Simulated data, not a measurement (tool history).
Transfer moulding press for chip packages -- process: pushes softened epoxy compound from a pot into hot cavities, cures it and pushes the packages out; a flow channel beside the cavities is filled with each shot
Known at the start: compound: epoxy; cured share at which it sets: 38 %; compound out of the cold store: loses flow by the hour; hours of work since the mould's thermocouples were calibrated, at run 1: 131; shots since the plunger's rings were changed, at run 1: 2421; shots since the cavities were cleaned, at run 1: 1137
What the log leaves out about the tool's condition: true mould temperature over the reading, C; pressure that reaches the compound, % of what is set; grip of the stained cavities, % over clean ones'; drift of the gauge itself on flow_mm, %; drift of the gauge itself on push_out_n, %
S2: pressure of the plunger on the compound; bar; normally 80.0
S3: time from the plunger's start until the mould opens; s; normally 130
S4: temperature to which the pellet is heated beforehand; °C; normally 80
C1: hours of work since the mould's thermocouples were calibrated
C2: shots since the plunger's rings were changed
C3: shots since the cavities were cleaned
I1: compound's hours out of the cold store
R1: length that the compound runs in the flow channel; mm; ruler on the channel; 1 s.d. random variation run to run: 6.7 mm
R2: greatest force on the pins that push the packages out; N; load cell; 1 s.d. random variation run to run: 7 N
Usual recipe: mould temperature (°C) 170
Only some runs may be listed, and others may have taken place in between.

Run 1, day 0.000: usual settings; C1 131; C2 2421; C3 1137; I1 43.7. Result: R1 737 mm, R2 474 N.
At day 0.296: cavities cleaned with cleaning compound and waxed.
Run 2, day 0.296: usual settings; C1 134; C2 2464; C3 0; I1 21.3. Result: R1 792 mm, R2 668 N.
Run 3, day 0.612: usual settings; C1 138; C2 2521; C3 57; I1 14.8. Result: R1 811 mm, R2 643 N.
Run 4, day 0.929: usual settings but S2 95.0 bar; C1 141; C2 2578; C3 114; I1 15.9. Result: R1 877 mm, R2 651 N.
Run 5, day 1.117: usual settings but S2 95.0 bar; C1 143; C2 2613; C3 149; I1 13.2. Result: R1 887 mm, R2 669 N.
At day 1.471: cavities cleaned with cleaning compound and waxed, once more.
Run 6, day 1.471: usual settings but S2 66.2 bar; C1 147; C2 2665; C3 0; I1 29.2. Result: R1 685 mm, R2 295 N.
Run 7, day 1.758: usual settings but S2 66.2 bar; C1 150; C2 2718; C3 53; I1 27.1. Result: R1 702 mm, R2 315 N.
Run 8, day 1.912: usual settings but S2 66.2 bar; C1 152; C2 2746; C3 81; I1 23.3. Result: R1 700 mm, R2 331 N.
Run 9, day 2.212: usual settings; C1 155; C2 2800; C3 135; I1 44.4. Result: R1 738 mm, R2 342 N.
Run 10, day 2.425: usual settings; C1 158; C2 2839; C3 174; I1 31.4. Result: R1 746 mm, R2 363 N.
Run 11, day 2.796: usual settings; C1 162; C2 2906; C3 241; I1 15.9. Result: R1 787 mm, R2 391 N.
Run 12, day 3.117: usual settings; C1 166; C2 2964; C3 299; I1 24.6. Result: R1 766 mm, R2 386 N.
Run 13, day 3.392: usual settings; C1 169; C2 3014; C3 349; I1 22.4. Result: R1 782 mm, R2 412 N.
Run 14, day 3.650: usual settings; C1 172; C2 3061; C3 396; I1 31.5. Result: R1 748 mm, R2 415 N.
Run 15, day 3.842: usual settings; C1 174; C2 3096; C3 431; I1 19.7. Result: R1 792 mm, R2 441 N.
Run 16, day 4.138: usual settings but mould temperature (°C) 165, S2 96.5 bar; C1 178; C2 3149; C3 484; I1 16.8. Result: R1 888 mm, R2 611 N.
Run 17, day 4.400: usual settings but mould temperature (°C) 165, S2 96.5 bar; C1 181; C2 3197; C3 532; I1 10.4. Result: R1 895 mm, R2 622 N.
Run 18, day 4.721: usual settings but mould temperature (°C) 167, S2 69.3 bar, S3 124 s; C1 185; C2 3255; C3 590; I1 23.6. Result: R1 725 mm, R2 595 N.
Run 19, day 4.896: usual settings but mould temperature (°C) 167, S2 69.3 bar, S3 124 s; C1 187; C2 3287; C3 622; I1 12.5. Result: R1 746 mm, R2 654 N.
Run 20, day 5.088: usual settings but mould temperature (°C) 167, S2 69.3 bar, S3 124 s; C1 189; C2 3321; C3 656; I1 13.3. Result: R1 750 mm, R2 624 N.
Run 21, day 5.446: usual settings but S3 131 s; C1 193; C2 3387; C3 722; I1 26.3. Result: R1 766 mm, R2 480 N.
Run 22, day 5.646: usual settings but mould temperature (°C) 172; C1 195; C2 3423; C3 758; I1 39.6. Result: R1 721 mm, R2 420 N.

Estimate the outcome of run 23 from the log above:
Run 23, day 5.929: usual settings but mould temperature (°C) 172, S2 84.6 bar, S4 76 °C; C1 199; C2 3474; C3 809; I1 43.8. Result: R1 ?, R2 ?.

R1: 740 mm
R2: 419 N
Without the tool's hidden state the same run would have given R1 782 mm, R2 247 N.
